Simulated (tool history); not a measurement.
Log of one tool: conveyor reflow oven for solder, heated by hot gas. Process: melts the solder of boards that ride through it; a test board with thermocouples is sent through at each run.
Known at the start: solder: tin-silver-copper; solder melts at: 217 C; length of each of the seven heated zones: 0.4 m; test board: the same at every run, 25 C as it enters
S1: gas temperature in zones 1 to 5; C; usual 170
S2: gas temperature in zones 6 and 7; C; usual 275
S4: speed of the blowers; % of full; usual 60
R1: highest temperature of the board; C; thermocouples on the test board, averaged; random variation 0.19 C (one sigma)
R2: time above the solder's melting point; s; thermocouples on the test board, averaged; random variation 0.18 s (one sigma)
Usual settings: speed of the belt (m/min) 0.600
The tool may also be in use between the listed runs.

Run 1, day 0.000: usual settings. Result: R1 257.1 C, R2 61.2 s.
Run 2, day 0.579: usual settings. Result: R1 256.9 C, R2 61.8 s.
Run 3, day 0.992: usual settings. Result: R1 256.6 C, R2 61.4 s.
Run 4, day 1.675: usual settings. Result: R1 256.8 C, R2 61.3 s.
Run 5, day 2.167: usual settings. Result: R1 256.7 C, R2 61.4 s.
Run 6, day 2.625: usual settings. Result: R1 256.9 C, R2 61.5 s.
Run 7, day 3.579: usual settings. Result: R1 256.9 C, R2 61.5 s.
Run 8, day 4.338: usual settings. Result: R1 256.7 C, R2 61.8 s.
Run 9, day 5.238: usual settings. Result: R1 256.6 C, R2 61.4 s.
Run 10, day 6.000: usual settings. Result: R1 256.8 C, R2 61.8 s.
Run 11, day 6.421: usual settings but S1 155 C. Result: R1 254.3 C, R2 54.8 s.
Run 12, day 7.054: usual settings. Result: R1 256.8 C, R2 61.5 s.
At day 7.304: belt drive overhauled, speed set with a stopwatch.
Run 13, day 7.733: usual settings but S1 157 C, S2 265 C, speed of the belt (m/min) 0.552, S4 71 % of full. Result: R1 251.7 C, R2 60.4 s.
Run 14, day 8.329: usual settings but S1 157 C, S2 265 C, speed of the belt (m/min) 0.552, S4 69 % of full. Result: R1 251.2 C, R2 59.7 s.
Run 15, day 8.867: usual settings but S2 267 C. Result: R1 249.8 C, R2 56.6 s.
Run 16, day 9.504: usual settings but S2 267 C. Result: R1 249.8 C, R2 56.5 s.

Forecast run 17:
Run 17, day 10.200: usual settings but S2 267 C. Result: R1 ?, R2 ?.

R1: 249.6 C
R2: 56.6 s
Without the tool's hidden state the same run would have given R1 248.9 C, R2 55.6 s.
